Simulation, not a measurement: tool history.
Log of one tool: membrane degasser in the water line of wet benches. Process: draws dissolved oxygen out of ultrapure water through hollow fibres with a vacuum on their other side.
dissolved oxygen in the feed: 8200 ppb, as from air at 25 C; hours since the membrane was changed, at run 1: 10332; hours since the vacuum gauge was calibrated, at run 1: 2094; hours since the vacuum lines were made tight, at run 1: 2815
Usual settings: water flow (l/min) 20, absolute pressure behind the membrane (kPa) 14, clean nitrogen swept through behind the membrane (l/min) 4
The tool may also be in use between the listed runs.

run,day,water flow (l/min),absolute pressure behind the membrane (kPa),clean nitrogen swept through behind the membrane (l/min),hours since the membrane was changed,hours since the vacuum gauge was calibrated,hours since the vacuum lines were made tight,dissolved oxygen in the water behind the degasser (ppb),pressure that the water loses in the fibres (kPa)
1,0,20,14,4,10332,2094,2815,358.9,32.84
2,10.692,31,14,4,10589,2350,3072,852.2,50.95
3,16.642,31,14,4,10732,2493,3215,871.9,50.74
# day 20.662: membrane cartridge changed
4,24.725,20,14,4,98,2683,3405,296.4,30.54
5,32.046,20,14,4,273,2859,3580,298.1,30.75
# day 44.062: vacuum gauge calibrated
6,44.933,20,14,4,582,21,3889,300.6,30.65
7,54.604,20,14,4,814,253,4121,301.8,30.6
8,65.296,20,14,4,1071,510,4378,309.2,30.29
9,74.292,20,14,4,1287,726,4594,303.9,30.62
10,82.338,20,14,4,1480,919,4787,307.5,30.64
11,96.167,20,14,4,1812,1251,5119,311.4,30.83
12,103.829,29,14,4,1996,1434,5303,671.9,44.77
13,111.55,29,14,4,2181,1620,5488,665.8,44.52
14,121.171,16,13.4,3.67,2412,1851,5719,190.2,24.78
# day 123.229: seals of the vacuum lines changed
15,131.542,16,13.4,3.67,2659,2098,199,190.6,24.43
16,142.738,28,13.4,1.88,2927,2366,468,793.8,43.24
17,152.525,20,14,11.18,3162,2601,703,234.8,31.01

The next listed run, before its measurement:
18,163.279,20,14,11.18,3420,2859,961,?,?

dissolved oxygen in the water behind the degasser (ppb): 234.4
pressure that the water loses in the fibres (kPa): 30.91
Without the tool's hidden state the same run would have given dissolved oxygen in the water behind the degasser (ppb) 216.9, pressure that the water loses in the fibres (kPa) 30.16.
